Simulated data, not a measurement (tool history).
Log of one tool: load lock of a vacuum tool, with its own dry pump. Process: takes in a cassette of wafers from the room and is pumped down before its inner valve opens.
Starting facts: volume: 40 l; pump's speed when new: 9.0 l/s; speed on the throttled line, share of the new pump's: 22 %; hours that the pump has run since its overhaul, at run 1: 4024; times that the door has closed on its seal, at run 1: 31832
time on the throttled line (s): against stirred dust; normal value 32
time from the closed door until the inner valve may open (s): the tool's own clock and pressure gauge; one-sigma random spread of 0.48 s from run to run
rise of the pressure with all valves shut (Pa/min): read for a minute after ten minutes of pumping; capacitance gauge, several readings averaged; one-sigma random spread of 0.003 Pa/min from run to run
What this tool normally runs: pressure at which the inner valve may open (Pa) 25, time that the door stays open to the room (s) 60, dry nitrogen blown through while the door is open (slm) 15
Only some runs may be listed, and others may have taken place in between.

run	hour	time on the throttled line (s)	pressure at which the inner valve may open (Pa)	time that the door stays open to the room (s)	dry nitrogen blown through while the door is open (slm)	hours that the pump has run since its overhaul	times that the door has closed on its seal	incoming humidity of the room's air, %	time from the closed door until the inner valve may open (s)	rise of the pressure with all valves shut (Pa/min)
1	0.0	32	25	60	15	4024	31832	45.3	62.5	0.430
2	435.5	32	25	60	15	4460	33470	46.0	62.9	0.472
3	662.7	32	41	60	15	4687	34324	44.4	61.4	0.485
# hour 996.1: door's seal changed, seat wiped
4	1204.8	32	41	60	15	5228	785	42.1	61.9	0.023
5	1561.7	32	41	60	15	5585	2128	45.1	61.5	0.037
6	2064.5	32	41	60	15	6087	4019	45.4	62.1	0.038
7	2525.0	32	41	60	15	6548	5751	47.1	62.5	0.055
8	2949.1	32	41	60	15	6972	7347	48.1	63.2	0.057
9	3403.5	32	25	60	15	7426	9056	43.2	64.6	0.082
10	3699.0	32	25	60	5	7722	10168	47.9	65.6	0.091
11	4120.8	32	25	60	15	8144	11754	46.8	65.0	0.095
12	4479.6	23	25	60	15	8502	13104	46.3	58.8	0.105
13	4756.5	32	25	60	27	8779	14146	44.7	65.5	0.112
14	5236.5	32	25	60	27	9259	15951	43.5	65.1	0.140
15	5719.9	32	25	60	41	9743	17770	46.1	65.8	0.155
16	6246.6	32	25	60	41	10269	19751	46.9	64.8	0.185
17	6486.9	32	25	60	41	10510	20655	47.2	66.0	0.192
18	6859.9	35	25	60	41	10883	22058	47.8	68.8	0.215
19	7086.1	22	42	26	15	11109	22909	49.3	56.2	0.224
20	7543.5	46	42	26	10	11566	24630	48.5	74.0	0.252
21	8045.1	46	42	26	10	12068	26517	43.6	75.2	0.274
22	8354.3	46	42	26	10	12377	27680	45.5	75.2	0.295
23	8713.9	46	42	26	10	12737	29032	47.2	74.6	0.314
24	9264.0	46	42	26	10	13287	31102	47.2	75.2	0.353
# hour 9674.7: dry pump taken out, an overhauled one fitted
25	9787.5	32	26	60	25	113	33049	44.2	62.9	0.385
26	10036.8	32	26	60	25	362	33987	43.9	61.7	0.403
27	10387.2	32	26	60	25	712	35305	47.0	62.3	0.435
# hour 10460.0: door's seal changed, seat wiped
28	10733.1	32	26	60	25	1057	1027	42.3	62.4	0.019
29	11214.2	32	26	60	25	1538	2837	44.3	62.3	0.026
30	11522.5	32	26	60	25	1846	3997	46.4	63.0	0.034
31	12060.8	32	26	60	25	2385	6022	44.2	62.7	0.051
32	12306.5	32	26	83	25	2630	6946	47.0	64.2	0.063
33	12778.0	22	22	60	15	3102	8720	46.2	56.1	0.070
34	13056.9	22	22	60	15	3381	9769	45.9	55.4	0.081
35	13336.4	19	22	59	6	3660	10820	44.5	54.3	0.092
36	13686.3	32	37	60	32	4010	12136	49.0	61.9	0.103

For each entry between runs, how does the tool's hidden state at the last listed run before it compare with that at the first listed run after it?
In the gap between runs 3 and 4: door's seal changed, seat wiped (hour 996.1)
  pump's speed, % of a new pump's: 94.3 -> 93.7; leak at the door's seal, Pa l/s: 0.3068 -> 0.0041
  the result without the hidden state subtracted from the measured one, time from the closed door until the inner valve may open (s): +1.7 -> +1.8; rise of the pressure with all valves shut (Pa/min): +0.459 -> +0.003
In the gap between runs 24 and 25: dry pump taken out, an overhauled one fitted (hour 9674.7)
  pump's speed, % of a new pump's: 84.5 -> 98.4; leak at the door's seal, Pa l/s: 0.2251 -> 0.2485
  the result without the hidden state subtracted from the measured one, time from the closed door until the inner valve may open (s): +4.6 -> +0.5; rise of the pressure with all valves shut (Pa/min): +0.336 -> +0.370
In the gap between runs 27 and 28: door's seal changed, seat wiped (hour 10460.0)
  pump's speed, % of a new pump's: 97.8 -> 97.4; leak at the door's seal, Pa l/s: 0.2765 -> 0.0046
  the result without the hidden state subtracted from the measured one, time from the closed door until the inner valve may open (s): +0.7 -> +0.8; rise of the pressure with all valves shut (Pa/min): +0.416 -> +0.004
